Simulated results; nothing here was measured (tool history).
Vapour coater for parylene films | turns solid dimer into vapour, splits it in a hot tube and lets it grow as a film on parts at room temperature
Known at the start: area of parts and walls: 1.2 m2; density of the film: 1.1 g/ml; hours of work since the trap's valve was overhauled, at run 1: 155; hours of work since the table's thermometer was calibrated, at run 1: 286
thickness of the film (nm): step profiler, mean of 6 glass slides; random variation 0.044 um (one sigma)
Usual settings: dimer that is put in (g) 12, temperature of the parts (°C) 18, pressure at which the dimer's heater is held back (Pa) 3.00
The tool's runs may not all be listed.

run,hour,dimer that is put in (g),temperature of the parts (°C),pressure at which the dimer's heater is held back (Pa),hours of work since the trap's valve was overhauled,hours of work since the table's thermometer was calibrated,thickness of the film (nm)
1,0.0,12,18,3.00,155,286,4910
2,36.7,12,18,2.61,170,301,4880
3,70.6,12,18,3.00,184,315,4780
4,93.8,12,18,3.00,194,325,4800
5,126.1,12,18,3.00,207,338,4850
6,159.5,12,18,3.00,220,351,4720
7,193.5,7,18,3.00,234,365,2750
8,222.8,7,18,3.00,246,377,2740
9,260.1,7,18,3.00,261,392,2740
10,290.3,12,18,3.00,274,405,4600
11,326.9,12,18,3.00,289,420,4560
12,349.1,12,18,3.00,298,429,4590
13,386.7,12,18,5.69,313,444,4240
14,416.1,12,18,5.69,325,456,4220
15,453.6,12,18,5.69,340,471,4200
16,476.6,12,18,3.00,350,480,4550
# hour 507.7: trap's valve overhauled
17,507.7,12,18,3.00,0,492,5100
18,546.6,12,18,3.00,16,507,5090
19,582.3,12,18,3.00,30,522,5110
20,598.7,12,29,3.00,37,529,4320
21,626.3,12,18,3.00,48,540,5070
22,643.0,12,18,3.00,55,547,5030
23,667.8,12,17,7.38,65,557,4430
24,693.0,12,17,7.38,75,567,4490
25,727.5,15,29,5.61,90,581,4820
26,757.4,15,29,5.13,102,593,4820
27,777.9,17,16,5.92,110,602,6700
28,815.7,11,16,5.92,125,617,4260
29,834.7,20,16,10.50,133,625,7240
30,865.6,7,18,8.47,146,637,2480
31,887.0,7,18,8.47,154,646,2420
32,917.4,7,18,8.47,167,658,2440
33,937.3,12,24,2.81,175,666,4420
34,977.5,12,24,2.81,191,683,4360
35,1004.8,6,18,3.00,202,694,2340
36,1022.3,12,18,4.45,210,701,4480
37,1044.7,8,18,3.00,219,710,3110
38,1078.1,19,18,6.63,232,724,6770
39,1098.7,14,18,3.00,241,732,5440
40,1136.3,8,16,4.56,256,748,3060
41,1162.0,6,18,8.76,266,758,2030
42,1180.4,6,18,8.76,274,766,2020
43,1220.7,6,18,8.76,290,782,1990
44,1252.9,6,18,8.76,304,795,1970

5 ways to go on from here, each from the tool as it stands after run 44. What would each give?
A,1276.8,8,12,8.76,313,805,?
B,1276.8,9,18,8.76,313,805,?
C,1276.8,6,16,8.76,313,805,?
D,1276.8,15,12,3.00,313,805,?
E,1276.8,7,25,11.50,313,805,?

run,thickness of the film (nm)
A,2900
B,2970
C,2050
D,6350
E,2040
Without the tool's hidden state the same runs would have given:
run,thickness of the film (nm)
A,3250
B,3330
C,2290
D,7100
E,2280

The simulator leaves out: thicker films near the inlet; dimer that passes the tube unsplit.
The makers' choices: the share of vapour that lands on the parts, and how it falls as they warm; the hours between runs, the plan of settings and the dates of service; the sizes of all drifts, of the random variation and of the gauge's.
